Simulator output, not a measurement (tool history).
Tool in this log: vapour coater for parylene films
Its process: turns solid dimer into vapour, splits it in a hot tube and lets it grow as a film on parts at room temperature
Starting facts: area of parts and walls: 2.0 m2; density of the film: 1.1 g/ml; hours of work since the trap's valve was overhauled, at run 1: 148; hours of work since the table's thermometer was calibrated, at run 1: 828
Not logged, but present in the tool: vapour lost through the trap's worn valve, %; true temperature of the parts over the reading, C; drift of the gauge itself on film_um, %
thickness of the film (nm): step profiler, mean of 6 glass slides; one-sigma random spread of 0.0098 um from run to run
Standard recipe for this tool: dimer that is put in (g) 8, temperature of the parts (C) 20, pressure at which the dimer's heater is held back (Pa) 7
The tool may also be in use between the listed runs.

run	hour	dimer that is put in (g)	temperature of the parts (C)	pressure at which the dimer's heater is held back (Pa)	hours of work since the trap's valve was overhauled	hours of work since the table's thermometer was calibrated	thickness of the film (nm)
1	0	8	20	7	148	828	2056
2	36.9	8	20	7	178	857	2039
3	73.2	8	20	7	207	886	2037
# hour 82.1: trap's valve overhauled
4	100.4	8	20	7	15	905	2144
5	124.4	8	20	7	34	924	2150
6	159.1	8	20	7	62	952	2115
7	187.2	8	20	7	84	974	2136
8	213.1	8	20	7	105	995	2102
9	241.5	8	20	7	128	1018	2086
10	277.3	8	22	7	156	1047	2003
11	297.7	8	20	7	173	1063	2085
12	335.1	8	20	7	203	1093	2062
# hour 349.6: trap's valve overhauled
13	370.7	8	20	7	17	1118	2155
14	401.3	5	20	7	41	1143	1346
15	422.6	5	20	7	58	1160	1336
16	455.5	8	20	7	85	1186	2126
17	473.9	8	20	2.14	100	1201	2469
18	498.7	8	20	2.14	119	1221	2474
19	524.4	8	20	2.14	140	1241	2445
20	545.6	8	20	7	157	1258	2091
21	572.8	8	20	7	179	1280	2056
22	589.2	8	20	7	192	1293	2058
# hour 617.6: trap's valve overhauled
23	621.5	8	20	2.01	3	1316	2580
24	643.1	8	20	2.01	20	1333	2565
25	672.2	8	28	2.01	44	1356	2090
26	702.4	8	28	2.98	68	1381	1973
27	727.8	6	13	2.98	88	1401	2122
28	767.9	6	13	2.98	120	1433	2107
29	807.3	5	15	3.7	152	1465	1601
30	843	8	20	7.54	181	1493	2058
# hour 884.2: trap's valve overhauled
31	886.5	4	17	7.16	2	1525	1160
32	924.3	4	17	7.16	32	1555	1160
33	963.1	4	17	4.69	63	1586	1232
34	985.5	4	17	4.69	81	1604	1212
35	1014.9	13	23	10.11	105	1628	3037
36	1032.4	5	21	5.52	119	1642	1341
37	1055.8	5	21	5.52	137	1660	1333
38	1094.9	5	21	5.52	169	1692	1322
39	1126.4	5	21	5.52	194	1717	1287
# hour 1150.5: trap's valve overhauled
40	1166.6	5	21	5.52	13	1746	1369
41	1196.1	9	20	11.97	37	1769	2269
42	1219.7	9	20	11.97	55	1788	2253
43	1238.3	9	20	11.97	70	1803	2248
44	1260.8	5	20	5.15	88	1821	1397
45	1301.3	5	17	5.15	121	1854	1483
46	1335.5	3	23	7	148	1881	718
47	1355.3	12	20	7	164	1897	3144

Results per run with the tool's hidden condition removed, run-to-run variation unchanged:
run	thickness of the film (nm)
1	2127
2	2127
3	2139
4	2127
5	2143
6	2123
7	2154
8	2130
9	2126
10	2054
11	2146
12	2138
13	2132
14	1339
15	1335
16	2139
17	2494
18	2511
19	2494
20	2142
21	2118
22	2125
23	2542
24	2536
25	2078
26	1974
27	2133
28	2135
29	1635
30	2116
31	1139
32	1146
33	1227
34	1212
35	3055
36	1353
37	1351
38	1351
39	1325
40	1343
41	2240
42	2233
43	2236
44	1396
45	1495
46	729
47	3202
